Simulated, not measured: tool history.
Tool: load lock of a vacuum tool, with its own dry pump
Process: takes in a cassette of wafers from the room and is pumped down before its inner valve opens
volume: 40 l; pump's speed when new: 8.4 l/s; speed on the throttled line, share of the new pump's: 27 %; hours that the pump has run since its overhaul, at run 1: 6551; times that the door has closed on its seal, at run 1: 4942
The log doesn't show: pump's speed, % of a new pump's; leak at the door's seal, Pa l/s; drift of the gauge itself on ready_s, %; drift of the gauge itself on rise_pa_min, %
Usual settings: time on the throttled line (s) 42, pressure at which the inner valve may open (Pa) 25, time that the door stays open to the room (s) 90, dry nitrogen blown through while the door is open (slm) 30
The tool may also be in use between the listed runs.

run,day,time on the throttled line (s),pressure at which the inner valve may open (Pa),time that the door stays open to the room (s),dry nitrogen blown through while the door is open (slm),hours that the pump has run since its overhaul,times that the door has closed on its seal,"incoming humidity of the room's air, %",time from the closed door until the inner valve may open (s),rise of the pressure with all valves shut (Pa/min)
1,0.000,42,25,90,30,6551,4942,46.0,71.9,0.037
2,13.483,42,25,90,30,6874,5293,45.1,72.8,0.035
3,24.558,42,25,90,30,7140,5582,48.2,72.4,0.039
4,44.550,42,25,90,30,7620,6103,47.9,73.9,0.036
5,57.571,42,25,90,30,7932,6442,45.6,73.6,0.042
6,70.504,25,25,90,30,8243,6779,47.1,61.8,0.040
7,85.362,25,25,90,30,8599,7167,42.9,61.9,0.041
8,102.088,25,25,90,30,9001,7602,43.1,62.9,0.033
9,110.875,25,25,90,30,9212,7832,45.6,63.0,0.040
10,130.450,42,31,90,30,9681,8342,42.9,73.8,0.041
11,147.625,42,31,90,30,10094,8789,44.3,73.8,0.044
12,164.708,42,31,90,30,10504,9235,43.6,73.1,0.039
13,180.804,42,25,90,30,10890,9654,45.8,74.3,0.038
14,194.008,42,25,90,30,11207,9998,44.2,75.0,0.046
15,207.338,42,25,90,30,11527,10345,44.1,74.8,0.040
16,217.192,42,25,90,17,11763,10602,43.8,75.9,0.057
17,227.454,42,25,90,17,12010,10870,47.1,75.7,0.061
18,237.575,42,25,90,17,12252,11133,44.3,75.1,0.057
19,247.800,44,25,90,30,12498,11400,46.2,76.6,0.047
20,256.533,26,41,34,36,12707,11628,44.8,62.3,0.021
21,276.729,26,41,34,36,13192,12154,44.3,62.9,0.020
22,297.383,26,41,34,36,13688,12692,44.4,63.0,0.025
23,316.358,43,38,34,17,14143,13187,47.0,75.2,0.035
24,328.246,42,47,27,18,14429,13497,41.4,73.5,0.030
25,337.700,79,47,27,4,14655,13743,48.0,98.1,0.051
26,348.304,23,25,41,30,14910,14019,42.6,64.3,0.034
27,356.783,33,25,41,30,15113,14240,47.9,70.2,0.043
28,376.821,33,25,41,30,15594,14763,42.5,71.1,0.035
29,393.938,33,25,41,30,16005,15209,46.8,72.2,0.037
30,409.883,33,25,41,30,16388,15624,45.6,72.1,0.036
31,423.321,29,26,57,4,16710,15974,43.7,68.9,0.077
32,437.117,29,26,57,4,17041,16334,37.7,70.1,0.072
33,456.967,29,26,57,4,17518,16851,45.1,71.0,0.080
34,474.379,29,26,57,4,17936,17305,45.4,70.8,0.079
35,487.183,42,25,90,10,18243,17639,43.2,79.4,0.073
36,501.508,42,25,99,10,18587,18012,46.5,79.9,0.089

4 ways to go on from here, each from the tool as it stands after run 36. What would each give?
A,519.667,42,31,165,28,19023,18485,47.4,?,?
B,519.667,28,30,90,30,19023,18485,42.8,?,?
C,519.667,42,39,99,10,19023,18485,48.3,?,?
D,519.667,42,41,109,10,19023,18485,40.4,?,?

run,time from the closed door until the inner valve may open (s),rise of the pressure with all valves shut (Pa/min)
A,78.6,0.081
B,70.4,0.048
C,77.1,0.091
D,75.8,0.085
Without the tool's hidden state the same runs would have given:
run,time from the closed door until the inner valve may open (s),rise of the pressure with all valves shut (Pa/min)
A,69.6,0.062
B,60.1,0.030
C,68.5,0.073
D,67.4,0.067

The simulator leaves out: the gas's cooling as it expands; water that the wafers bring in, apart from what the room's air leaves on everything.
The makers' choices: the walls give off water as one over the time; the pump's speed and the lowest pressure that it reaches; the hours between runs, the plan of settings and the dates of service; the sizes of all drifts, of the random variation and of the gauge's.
